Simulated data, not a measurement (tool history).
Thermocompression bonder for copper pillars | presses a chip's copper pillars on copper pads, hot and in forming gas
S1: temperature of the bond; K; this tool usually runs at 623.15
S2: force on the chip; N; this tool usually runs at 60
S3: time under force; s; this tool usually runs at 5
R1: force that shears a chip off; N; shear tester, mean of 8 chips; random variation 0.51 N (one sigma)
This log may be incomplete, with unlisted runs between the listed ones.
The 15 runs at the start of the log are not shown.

Run 16, day 6.958: usual settings but S2 61 N. Result: R1 49.5 N.
Run 17, day 7.392: usual settings but S2 66 N. Result: R1 50.5 N.
Run 18, day 7.85: usual settings but S2 66 N. Result: R1 51.8 N.
Run 19, day 8.15: usual settings. Result: R1 48.8 N.
Run 20, day 8.512: usual settings but S3 4 s. Result: R1 44.5 N.
Run 21, day 8.842: usual settings but S3 4 s. Result: R1 44.9 N.
Run 22, day 9.138: usual settings but S1 638.15 K, S2 63 N. Result: R1 55.6 N.
Run 23, day 9.692: usual settings but S1 638.15 K, S2 63 N. Result: R1 54.3 N.
Run 24, day 10.233: usual settings but S2 79 N. Result: R1 57.5 N.
Run 25, day 10.604: usual settings but S2 79 N. Result: R1 57.1 N.
Run 26, day 10.938: usual settings but S2 79 N. Result: R1 56.3 N.
Run 27, day 11.483: usual settings but S1 638.15 K, S2 71 N. Result: R1 57.4 N.
Run 28, day 11.854: usual settings but S1 627.15 K, S2 68 N. Result: R1 51.9 N.
Run 29, day 12.296: usual settings but S2 64 N, S3 15 s. Result: R1 64.6 N.
Run 30, day 12.662: usual settings but S1 619.15 K, S2 64 N, S3 15 s. Result: R1 62.7 N.
Run 31, day 13.317: usual settings but S1 626.15 K, S2 48 N, S3 6 s. Result: R1 43.3 N.
Run 32, day 13.667: usual settings but S1 650.15 K, S2 58 N, S3 12 s. Result: R1 66.6 N.
Run 33, day 14.329: usual settings but S1 650.15 K, S2 58 N, S3 12 s. Result: R1 66.3 N.
Run 34, day 14.612: usual settings but S1 650.15 K, S2 58 N, S3 12 s. Result: R1 66 N.
Run 35, day 15.242: usual settings but S2 59 N. Result: R1 47.1 N.
Run 36, day 15.871: usual settings but S2 59 N. Result: R1 47.3 N.
Run 37, day 16.475: usual settings but S2 59 N. Result: R1 45.4 N.
Run 38, day 16.942: usual settings but S1 643.15 K, S2 59 N, S3 11 s. Result: R1 63.7 N.
Run 39, day 17.45: usual settings but S1 594.15 K, S2 83 N. Result: R1 47.3 N.
Run 40, day 18.05: usual settings but S1 594.15 K, S2 83 N. Result: R1 46.1 N.

Below are 4 alternative next runs, each starting from the tool's condition after run 40. Predict each:
At day 18.121: forming gas filter changed.
Run A, day 18.479: usual settings but S1 606.15 K, S2 55 N, S3 12 s. Result: R1 ?.
At day 18.121: forming gas filter changed.
Run B, day 18.479: usual settings but S1 635.15 K, S2 62 N. Result: R1 ?.
At day 18.121: forming gas filter changed.
Run C, day 18.479: usual settings but S1 619.15 K, S2 45 N. Result: R1 ?.
At day 18.121: forming gas filter changed.
Run D, day 18.479: usual settings but S1 649.15 K, S2 55 N, S3 3 s. Result: R1 ?.

run    R1
  A  51.9
  B  53.2
  C  36.9
  D  47.2
What these runs would have given with no unlogged condition in the tool:
run    R1
  A  53.8
  B  54.8
  C  38.5
  D  48.7

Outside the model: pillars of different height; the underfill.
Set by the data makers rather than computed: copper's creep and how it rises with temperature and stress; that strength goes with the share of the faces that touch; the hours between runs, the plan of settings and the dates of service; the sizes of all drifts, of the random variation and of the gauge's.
